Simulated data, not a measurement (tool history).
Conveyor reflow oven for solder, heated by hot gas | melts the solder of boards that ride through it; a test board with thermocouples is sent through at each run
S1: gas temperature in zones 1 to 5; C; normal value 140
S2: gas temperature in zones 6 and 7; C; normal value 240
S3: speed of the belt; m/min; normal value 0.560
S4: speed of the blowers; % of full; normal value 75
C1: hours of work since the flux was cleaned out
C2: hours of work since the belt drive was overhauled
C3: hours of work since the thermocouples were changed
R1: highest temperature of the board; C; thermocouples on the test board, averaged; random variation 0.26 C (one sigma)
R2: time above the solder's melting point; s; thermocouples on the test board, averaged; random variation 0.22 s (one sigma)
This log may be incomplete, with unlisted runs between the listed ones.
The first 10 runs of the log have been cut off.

run 11 day=14.588 | S1=140 S2=240 S3=0.560 S4=75 | C1=188 C2=503 C3=249 | R1=216.5 R2=55.4
run 12 day=15.671 | S1=140 S2=240 S3=0.560 S4=68 | C1=201 C2=516 C3=263 | R1=214.5 R2=53.9
run 13 day=17.338 | S1=140 S2=240 S3=0.456 S4=75 | C1=222 C2=537 C3=283 | R1=222.9 R2=75.9
run 14 day=18.808 | S1=140 S2=240 S3=0.560 S4=50 | C1=240 C2=555 C3=301 | R1=207.6 R2=45.8
run 15 day=19.700 | S1=140 S2=240 S3=0.560 S4=50 | C1=251 C2=566 C3=312 | R1=207.5 R2=45.3
run 16 day=21.125 | S1=140 S2=240 S3=0.560 S4=50 | C1=268 C2=583 C3=330 | R1=207.3 R2=45.7
run 17 day=22.158 | S1=140 S2=240 S3=0.560 S4=85 | C1=281 C2=596 C3=343 | R1=218.0 R2=57.7
run 18 day=23.950 | S1=140 S2=240 S3=0.560 S4=85 | C1=303 C2=618 C3=365 | R1=218.3 R2=57.5
run 19 day=24.879 | S1=136 S2=240 S3=0.496 S4=62 | C1=314 C2=629 C3=376 | R1=214.9 R2=60.5
run 20 day=26.467 | S1=136 S2=230 S3=0.496 S4=62 | C1=334 C2=649 C3=396 | R1=207.4 R2=52.6
run 21 day=28.254 | S1=136 S2=234 S3=0.631 S4=62 | C1=356 C2=671 C3=418 | R1=200.6 R2=31.5
run 22 day=29.062 | S1=136 S2=234 S3=0.631 S4=62 | C1=366 C2=681 C3=428 | R1=200.4 R2=31.5
run 23 day=30.925 | S1=136 S2=234 S3=0.631 S4=62 | C1=389 C2=704 C3=451 | R1=200.0 R2=31.2
run 24 day=32.458 | S1=136 S2=234 S3=0.631 S4=62 | C1=408 C2=723 C3=470 | R1=200.0 R2=31.1
run 25 day=34.012 | S1=131 S2=240 S3=0.600 S4=72 | C1=427 C2=742 C3=489 | R1=208.7 R2=41.7
run 26 day=35.125 | S1=131 S2=240 S3=0.600 S4=72 | C1=441 C2=756 C3=502 | R1=208.2 R2=41.3
run 27 day=36.958 | S1=154 S2=247 S3=0.560 S4=75 | C1=463 C2=778 C3=525 | R1=223.5 R2=66.8
run 28 day=37.788 | S1=154 S2=247 S3=0.560 S4=75 | C1=474 C2=789 C3=535 | R1=223.4 R2=66.6
-- day=38.650 flux residue cleaned out of gas plates and filters
run 29 day=39.712 | S1=141 S2=230 S3=0.625 S4=72 | C1=13 C2=810 C3=556 | R1=204.7 R2=39.4
run 30 day=41.192 | S1=144 S2=240 S3=0.560 S4=83 | C1=31 C2=828 C3=575 | R1=219.9 R2=61.2
run 31 day=43.021 | S1=140 S2=248 S3=0.640 S4=75 | C1=54 C2=850 C3=597 | R1=217.6 R2=49.9

Here are 3 independent what-if runs from the current tool condition. What would each one return?
run A day=44.846 | S1=140 S2=255 S3=0.654 S4=75 | C1=76 C2=873 C3=620 | R1=? R2=?
run B day=44.846 | S1=140 S2=248 S3=0.640 S4=50 | C1=76 C2=873 C3=620 | R1=? R2=?
run C day=44.846 | S1=136 S2=248 S3=0.640 S4=62 | C1=76 C2=873 C3=620 | R1=? R2=?

run=A R1=222.1 R2=51.4
run=B R1=207.8 R2=39.3
run=C R1=211.5 R2=43.2
With no hidden state in the tool, these same runs would have given:
run=A R1=222.8 R2=50.5
run=B R1=208.1 R2=38.6
run=C R1=212.1 R2=42.6
